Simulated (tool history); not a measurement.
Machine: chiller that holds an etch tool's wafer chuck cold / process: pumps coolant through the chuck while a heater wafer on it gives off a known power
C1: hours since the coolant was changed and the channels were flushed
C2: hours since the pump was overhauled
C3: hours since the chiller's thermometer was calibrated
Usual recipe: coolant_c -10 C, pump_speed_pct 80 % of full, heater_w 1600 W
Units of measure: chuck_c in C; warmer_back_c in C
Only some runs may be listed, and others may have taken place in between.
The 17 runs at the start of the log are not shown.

-- hour=860.7 coolant pump overhauled, once more
run 18 hour=893.9 | coolant_c=-17 pump_speed_pct=80 heater_w=999 | C1=1765 C2=33 C3=1960 | chuck_c=-10.31 warmer_back_c=2.36
run 19 hour=969.7 | coolant_c=-13 pump_speed_pct=61 heater_w=999 | C1=1841 C2=109 C3=2036 | chuck_c=-5.05 warmer_back_c=3.12
run 20 hour=1023.1 | coolant_c=-13 pump_speed_pct=75 heater_w=999 | C1=1895 C2=162 C3=2089 | chuck_c=-6.02 warmer_back_c=2.59
run 21 hour=1053.7 | coolant_c=-10 pump_speed_pct=80 heater_w=2097 | C1=1925 C2=193 C3=2120 | chuck_c=3.67 warmer_back_c=5.02
run 22 hour=1105.9 | coolant_c=-10 pump_speed_pct=68 heater_w=1523 | C1=1977 C2=245 C3=2172 | chuck_c=1.01 warmer_back_c=4.24
run 23 hour=1170.4 | coolant_c=-10 pump_speed_pct=68 heater_w=1523 | C1=2042 C2=310 C3=2237 | chuck_c=0.99 warmer_back_c=4.29
run 24 hour=1207.8 | coolant_c=-10 pump_speed_pct=68 heater_w=1523 | C1=2079 C2=347 C3=2274 | chuck_c=1.05 warmer_back_c=4.25
run 25 hour=1268.7 | coolant_c=-16 pump_speed_pct=63 heater_w=1600 | C1=2140 C2=408 C3=2335 | chuck_c=-3.73 warmer_back_c=4.81
run 26 hour=1309.9 | coolant_c=-10 pump_speed_pct=62 heater_w=1917 | C1=2181 C2=449 C3=2376 | chuck_c=4.69 warmer_back_c=5.96
run 27 hour=1354 | coolant_c=-19 pump_speed_pct=77 heater_w=1600 | C1=2226 C2=493 C3=2420 | chuck_c=-7.93 warmer_back_c=4
run 28 hour=1417.9 | coolant_c=-7 pump_speed_pct=72 heater_w=1914 | C1=2289 C2=557 C3=2484 | chuck_c=6.57 warmer_back_c=5.11
run 29 hour=1466.8 | coolant_c=-7 pump_speed_pct=72 heater_w=1914 | C1=2338 C2=606 C3=2533 | chuck_c=6.6 warmer_back_c=5.07
run 30 hour=1539.9 | coolant_c=-18 pump_speed_pct=82 heater_w=1600 | C1=2411 C2=679 C3=2606 | chuck_c=-7.32 warmer_back_c=3.78
run 31 hour=1612.7 | coolant_c=-5 pump_speed_pct=79 heater_w=1600 | C1=2484 C2=752 C3=2679 | chuck_c=5.98 warmer_back_c=3.88

Consider 5 possible next runs. They are alternatives, not a sequence: every one starts from the tool as it was left by run 31. What does each give?
run A hour=1661.2 | coolant_c=-5 pump_speed_pct=79 heater_w=1673 | C1=2533 C2=800 C3=2727 | chuck_c=? warmer_back_c=?
run B hour=1661.2 | coolant_c=-19 pump_speed_pct=64 heater_w=1600 | C1=2533 C2=800 C3=2727 | chuck_c=? warmer_back_c=?
run C hour=1661.2 | coolant_c=-10 pump_speed_pct=99 heater_w=1796 | C1=2533 C2=800 C3=2727 | chuck_c=? warmer_back_c=?
run D hour=1661.2 | coolant_c=-8 pump_speed_pct=80 heater_w=1432 | C1=2533 C2=800 C3=2727 | chuck_c=? warmer_back_c=?
run E hour=1661.2 | coolant_c=-11 pump_speed_pct=88 heater_w=981 | C1=2533 C2=800 C3=2727 | chuck_c=? warmer_back_c=?

run=A chuck_c=6.35 warmer_back_c=4.06
run=B chuck_c=-6.85 warmer_back_c=4.84
run=C chuck_c=0.85 warmer_back_c=3.47
run=D chuck_c=1.79 warmer_back_c=3.45
run=E chuck_c=-4.36 warmer_back_c=2.11
With the hidden condition removed and each run's random variation left untouched, the same runs would have given:
run=A chuck_c=5.23 warmer_back_c=4.01
run=B chuck_c=-8 warmer_back_c=4.78
run=C chuck_c=-0.26 warmer_back_c=3.43
run=D chuck_c=0.76 warmer_back_c=3.41
run=E chuck_c=-5.2 warmer_back_c=2.08
